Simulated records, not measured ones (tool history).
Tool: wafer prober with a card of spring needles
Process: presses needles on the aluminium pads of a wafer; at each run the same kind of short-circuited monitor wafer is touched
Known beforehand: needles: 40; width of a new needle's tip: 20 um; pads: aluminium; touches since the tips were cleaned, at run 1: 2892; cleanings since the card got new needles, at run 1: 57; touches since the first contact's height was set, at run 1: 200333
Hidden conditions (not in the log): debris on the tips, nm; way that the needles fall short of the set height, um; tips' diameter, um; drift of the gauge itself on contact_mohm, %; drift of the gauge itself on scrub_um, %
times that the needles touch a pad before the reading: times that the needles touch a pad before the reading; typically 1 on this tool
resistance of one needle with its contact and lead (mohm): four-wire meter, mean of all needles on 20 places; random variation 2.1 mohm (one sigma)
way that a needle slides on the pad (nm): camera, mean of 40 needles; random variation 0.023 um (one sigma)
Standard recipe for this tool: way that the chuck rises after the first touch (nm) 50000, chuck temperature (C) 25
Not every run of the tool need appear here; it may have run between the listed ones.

run	hour	way that the chuck rises after the first touch (nm)	chuck temperature (C)	times that the needles touch a pad before the reading	touches since the tips were cleaned	cleanings since the card got new needles	touches since the first contact's height was set	resistance of one needle with its contact and lead (mohm)	way that a needle slides on the pad (nm)
1	0.0	50000	25	1	2892	57	200333	492	6830
# hour 1.7: tips cleaned on abrasive film
# hour 9.7: tips cleaned on abrasive film
# hour 10.0: height of the first contact set anew
# hour 17.3: tips cleaned on abrasive film
2	19.1	50000	25	1	833	60	4097	356	6730
# hour 25.0: tips cleaned on abrasive film
# hour 32.8: tips cleaned on abrasive film
3	33.2	50000	25	1	165	62	10428	284	6720
# hour 40.3: tips cleaned on abrasive film
# hour 47.9: tips cleaned on abrasive film
4	53.2	37000	25	1	2437	64	19479	714	4790
# hour 54.9: tips cleaned on abrasive film
# hour 62.3: tips cleaned on abrasive film
5	67.1	37000	25	1	2202	66	25708	652	4790
# hour 68.8: tips cleaned on abrasive film
# hour 75.3: tips cleaned on abrasive film
# hour 82.7: tips cleaned on abrasive film
6	88.9	50000	25	1	2833	69	35507	499	6690
# hour 90.5: tips cleaned on abrasive film
# hour 97.6: tips cleaned on abrasive film
7	99.6	50000	25	2	896	71	40291	321	6650
# hour 105.5: tips cleaned on abrasive film
# hour 110.4: height of the first contact set anew, once more
# hour 112.8: tips cleaned on abrasive film
8	112.8	50000	25	1	0	73	1055	252	7230
# hour 120.5: tips cleaned on abrasive film
# hour 128.2: tips cleaned on abrasive film
9	134.3	58000	25	1	2802	75	10773	405	8370
# hour 135.5: tips cleaned on abrasive film
# hour 142.7: tips cleaned on abrasive film
# hour 150.2: tips cleaned on abrasive film
# hour 156.9: tips cleaned on abrasive film
10	156.9	58000	25	1	0	79	20918	245	8320
# hour 164.5: tips cleaned on abrasive film
# hour 171.5: tips cleaned on abrasive film
11	175.8	58000	25	1	1977	81	29427	364	8340
# hour 178.8: tips cleaned on abrasive film
# hour 185.4: tips cleaned on abrasive film
# hour 193.5: tips cleaned on abrasive film
12	197.5	58000	25	1	1830	84	39201	352	8320
# hour 200.3: tips cleaned on abrasive film
# hour 207.9: tips cleaned on abrasive film
# hour 215.2: tips cleaned on abrasive film
13	219.6	58000	57	2	2029	87	49158	329	8280
# hour 222.1: tips cleaned on abrasive film
# hour 228.8: tips cleaned on abrasive film
# hour 236.7: tips cleaned on abrasive film
14	240.7	43000	38	2	1837	90	58623	407	6100
# hour 243.5: tips cleaned on abrasive film
# hour 250.7: tips cleaned on abrasive film
# hour 258.1: tips cleaned on abrasive film
15	261.8	43000	38	2	1676	93	68109	378	6020
# hour 265.1: tips cleaned on abrasive film
# hour 271.9: tips cleaned on abrasive film
16	272.2	55000	90	1	123	95	72746	273	7780
# hour 279.4: tips cleaned on abrasive film
17	284.3	50000	43	2	2260	96	78249	378	7090
# hour 286.0: tips cleaned on abrasive film
# hour 293.2: tips cleaned on abrasive film
# hour 300.3: tips cleaned on abrasive film
# hour 307.5: tips cleaned on abrasive film
18	308.8	37000	116	1	600	100	89233	439	5150
# hour 314.5: tips cleaned on abrasive film
# hour 321.3: tips cleaned on abrasive film
# hour 329.3: tips cleaned on abrasive film
19	329.3	50000	43	3	0	103	98458	249	6980
# hour 336.9: tips cleaned on abrasive film
# hour 344.0: tips cleaned on abrasive film
20	346.5	40000	43	3	1099	105	106181	323	5570
# hour 351.0: tips cleaned on abrasive film
# hour 358.4: tips cleaned on abrasive film
# hour 365.4: tips cleaned on abrasive film
21	365.8	50000	25	1	139	108	114844	288	6950
# hour 372.0: tips cleaned on abrasive film
# hour 379.1: tips cleaned on abrasive film
22	379.1	69000	46	2	0	110	120828	251	9670
# hour 386.0: tips cleaned on abrasive film
# hour 393.4: tips cleaned on abrasive film
# hour 400.5: tips cleaned on abrasive film
23	401.7	33000	33	2	539	113	131003	349	4490
# hour 407.5: tips cleaned on abrasive film
# hour 415.3: tips cleaned on abrasive film
24	417.6	43000	25	1	1022	115	138169	407	5920

Here are 3 independent what-if runs from the current tool condition. What would each one return?
# hour 423.2: tips cleaned on abrasive film
# hour 431.1: tips cleaned on abrasive film
A	431.5	63000	98	2	196	117	144429	?	?
# hour 423.2: tips cleaned on abrasive film
# hour 431.1: tips cleaned on abrasive film
B	431.5	58000	43	2	196	117	144429	?	?
# hour 423.2: tips cleaned on abrasive film
# hour 431.1: tips cleaned on abrasive film
C	431.5	50000	29	1	196	117	144429	?	?

run	resistance of one needle with its contact and lead (mohm)	way that a needle slides on the pad (nm)
A	268	8800
B	261	8100
C	288	6940
Stripped of hidden state, with their random variation kept, the same runs would have yielded:
run	resistance of one needle with its contact and lead (mohm)	way that a needle slides on the pad (nm)
A	247	9100
B	236	8410
C	237	7250

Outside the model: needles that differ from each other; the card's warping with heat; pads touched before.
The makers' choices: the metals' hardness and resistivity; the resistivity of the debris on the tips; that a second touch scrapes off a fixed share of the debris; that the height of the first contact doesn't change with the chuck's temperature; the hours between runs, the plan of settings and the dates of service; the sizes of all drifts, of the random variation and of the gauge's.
